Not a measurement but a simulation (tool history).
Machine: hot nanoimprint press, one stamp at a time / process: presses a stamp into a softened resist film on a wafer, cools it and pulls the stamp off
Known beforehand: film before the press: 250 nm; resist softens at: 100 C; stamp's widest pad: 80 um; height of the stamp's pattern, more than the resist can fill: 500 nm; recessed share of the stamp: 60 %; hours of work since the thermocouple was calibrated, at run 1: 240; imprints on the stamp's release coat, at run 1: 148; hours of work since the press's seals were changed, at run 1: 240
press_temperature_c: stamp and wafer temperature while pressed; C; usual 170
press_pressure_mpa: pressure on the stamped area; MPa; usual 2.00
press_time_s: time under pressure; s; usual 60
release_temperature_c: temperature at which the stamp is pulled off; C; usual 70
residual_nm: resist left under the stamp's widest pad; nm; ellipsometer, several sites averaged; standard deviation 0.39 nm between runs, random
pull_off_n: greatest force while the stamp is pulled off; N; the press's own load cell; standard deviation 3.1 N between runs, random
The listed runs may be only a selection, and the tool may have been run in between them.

run     day  press_temperature_c  press_pressure_mpa  press_time_s  release_temperature_c  hours of work since the thermocouple was calibrated  imprints on the stamp's release coat  hours of work since the press's seals were changed  residual_nm  pull_off_n
  1   0.000                  170                2.00            60                     70                                                  240                                   148                                                 240        124.6         145
      1.004  -- plate thermocouple calibrated
  2   2.521                  170                2.00            40                     70                                                   25                                   444                                                 280        143.9         147
  3   4.162                  170                2.00            40                     70                                                   52                                   647                                                 307        143.6         147
      5.888  -- stamp cleaned and given a new release coat
  4   6.808                  170                2.00            40                     70                                                   92                                   114                                                 346        143.4         147
  5   8.554                  170                2.00            51                     70                                                  120                                   330                                                 375        132.1         148
  6  10.717                  170                2.00            51                     70                                                  156                                   597                                                 411        132.0         144
  7  11.854                  170                2.00            51                     70                                                  175                                   738                                                 430        131.4         148
     12.904  -- stamp cleaned and given a new release coat
  8  13.983                  170                2.00            60                     70                                                  206                                   133                                                 461        124.9         151
  9  16.242                  170                2.00            60                     70                                                  243                                   413                                                 498        124.1         145
     16.904  -- plate thermocouple calibrated
 10  18.608                  170                2.00            60                     70                                                   28                                   690                                                 535        124.2         149
     20.088  -- stamp cleaned and given a new release coat
 11  20.542                  170                2.00            60                     70                                                   56                                    57                                                 563        124.0         142
 12  22.221                  170                2.00            60                     65                                                   84                                   264                                                 590        124.4         170
 13  23.338                  170                2.00            60                     65                                                  102                                   402                                                 609        124.4         165
 14  25.538                  173                2.00            60                     65                                                  138                                   674                                                 645        108.1         168
     27.200  -- stamp cleaned and given a new release coat
 15  27.900                  173                2.00            60                     65                                                  173                                    87                                                 680        107.8         166
 16  29.471                  170                2.00            60                     58                                                  199                                   281                                                 706        124.1         196
 17  31.279                  170                2.22           108                     70                                                  229                                   504                                                 736         94.6         151
     32.808  -- plate thermocouple calibrated
 18  33.733                  175                2.00           113                     62                                                   15                                   792                                                 774         74.6         175
     34.333  -- stamp cleaned and given a new release coat
 19  35.212                  162                2.38            60                     63                                                   36                                   108                                                 794        167.3         181
 20  36.408                  171                2.38            60                     63                                                   55                                   256                                                 814        111.2         180
 21  37.529                  170                2.25            51                     74                                                   74                                   394                                                 833        126.6         138
 22  39.750                  170                2.25            51                     74                                                  110                                   669                                                 869        125.8         130
 23  40.933                  171                2.25           117                     67                                                  130                                   815                                                 889         86.1         160
     41.358  -- stamp cleaned and given a new release coat
 24  42.329                  170                3.14            83                     64                                                  149                                   120                                                 908         90.4         173
 25  44.846                  158                2.06            83                     64                                                  190                                   431                                                 949        186.9         175
 26  45.921                  158                2.06            83                     64                                                  208                                   564                                                 967        185.8         166
 27  47.967                  170                2.00            60                     64                                                  242                                   817                                                1001        124.7         171
     48.358  -- stamp cleaned and given a new release coat
     48.921  -- plate thermocouple calibrated
 28  49.838                  170                1.36            42                     70                                                   15                                   167                                                1025        160.5         155
 29  50.967                  169                2.00            45                     62                                                   34                                   307                                                1044        144.5         177

Each row is a separate what-if for the run after 29, all from the same tool condition, not one after another. Results?
  A  52.388                  170                2.00           100                     70                                                   57                                   482                                                1067            ?           ?
  B  52.388                  177                2.72            60                     66                                                   57                                   482                                                1067            ?           ?
  C  52.388                  169                2.00            71                     62                                                   57                                   482                                                1067            ?           ?
  D  52.388                  163                2.00            45                     62                                                   57                                   482                                                1067            ?           ?
  E  52.388                  165                2.15            60                     70                                                   57                                   482                                                1067            ?           ?

run  residual_nm  pull_off_n
  A        101.8         148
  B         77.1         171
  C        122.2         184
  D        181.5         185
  E        151.9         148
Take away the tool's hidden state, keep each run's random variation, and the runs would have read:
run  residual_nm  pull_off_n
  A        101.8         147
  B         77.0         171
  C        122.2         183
  D        181.5         184
  E        151.9         148
